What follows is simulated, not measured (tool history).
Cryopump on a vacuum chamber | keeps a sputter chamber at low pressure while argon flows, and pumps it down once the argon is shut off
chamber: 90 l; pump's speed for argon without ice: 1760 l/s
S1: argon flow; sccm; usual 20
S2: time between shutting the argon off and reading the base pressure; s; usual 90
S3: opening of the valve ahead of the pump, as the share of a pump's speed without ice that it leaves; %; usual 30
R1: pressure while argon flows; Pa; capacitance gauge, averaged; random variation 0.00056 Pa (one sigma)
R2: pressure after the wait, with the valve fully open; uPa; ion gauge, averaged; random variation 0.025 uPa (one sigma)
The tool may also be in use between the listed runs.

run 1 hour=0.0 | S1=20 S2=90 S3=30 | R1=0.0654 R2=1.16
run 2 hour=22.6 | S1=20 S2=90 S3=30 | R1=0.0667 R2=1.19
run 3 hour=51.3 | S1=20 S2=90 S3=30 | R1=0.0667 R2=1.19
run 4 hour=76.7 | S1=20 S2=90 S3=30 | R1=0.0658 R2=1.19
run 5 hour=106.4 | S1=20 S2=90 S3=30 | R1=0.0669 R2=1.16
run 6 hour=134.5 | S1=20 S2=90 S3=54 | R1=0.0380 R2=1.23
run 7 hour=158.8 | S1=20 S2=90 S3=54 | R1=0.0385 R2=1.28
run 8 hour=174.3 | S1=20 S2=279 S3=54 | R1=0.0384 R2=0.62
run 9 hour=202.7 | S1=20 S2=279 S3=54 | R1=0.0386 R2=0.71
run 10 hour=218.0 | S1=20 S2=279 S3=54 | R1=0.0390 R2=0.70
run 11 hour=246.7 | S1=20 S2=279 S3=54 | R1=0.0382 R2=0.70
run 12 hour=262.5 | S1=20 S2=279 S3=54 | R1=0.0388 R2=0.70
run 13 hour=279.5 | S1=20 S2=279 S3=54 | R1=0.0383 R2=0.76
run 14 hour=295.5 | S1=20 S2=279 S3=54 | R1=0.0386 R2=0.74
run 15 hour=312.1 | S1=20 S2=279 S3=54 | R1=0.0390 R2=0.74
run 16 hour=333.8 | S1=15 S2=90 S3=55 | R1=0.0287 R2=1.40
run 17 hour=354.8 | S1=33 S2=90 S3=35 | R1=0.0954 R2=1.40
run 18 hour=371.4 | S1=20 S2=173 S3=42 | R1=0.0503 R2=0.96
run 19 hour=394.4 | S1=13 S2=62 S3=21 | R1=0.0613 R2=1.82
run 20 hour=421.5 | S1=15 S2=208 S3=16 | R1=0.0935 R2=0.90
run 21 hour=436.1 | S1=15 S2=208 S3=16 | R1=0.0930 R2=0.92
run 22 hour=449.6 | S1=15 S2=271 S3=16 | R1=0.0936 R2=0.81
run 23 hour=471.2 | S1=24 S2=43 S3=25 | R1=0.0960 R2=2.41
run 24 hour=498.3 | S1=8 S2=66 S3=26 | R1=0.0315 R2=1.80
run 25 hour=518.8 | S1=8 S2=66 S3=26 | R1=0.0316 R2=1.70
run 26 hour=546.1 | S1=8 S2=66 S3=26 | R1=0.0316 R2=1.79
run 27 hour=570.8 | S1=8 S2=66 S3=26 | R1=0.0309 R2=1.81
run 28 hour=591.9 | S1=8 S2=66 S3=26 | R1=0.0319 R2=1.83
run 29 hour=606.7 | S1=20 S2=83 S3=18 | R1=0.1106 R2=1.58

Forecast each of these 4 alternatives for the next run:
run A hour=626.5 | S1=39 S2=90 S3=46 | R1=? R2=?
run B hour=626.5 | S1=25 S2=90 S3=30 | R1=? R2=?
run C hour=626.5 | S1=11 S2=37 S3=37 | R1=? R2=?
run D hour=626.5 | S1=22 S2=111 S3=27 | R1=? R2=?

run=A R1=0.0898 R2=1.50
run=B R1=0.0855 R2=1.54
run=C R1=0.0307 R2=2.78
run=D R1=0.0838 R2=1.33
Without the tool's hidden state the same runs would have given:
run=A R1=0.0806 R2=1.01
run=B R1=0.0796 R2=1.05
run=C R1=0.0281 R2=2.28
run=D R1=0.0786 R2=0.84
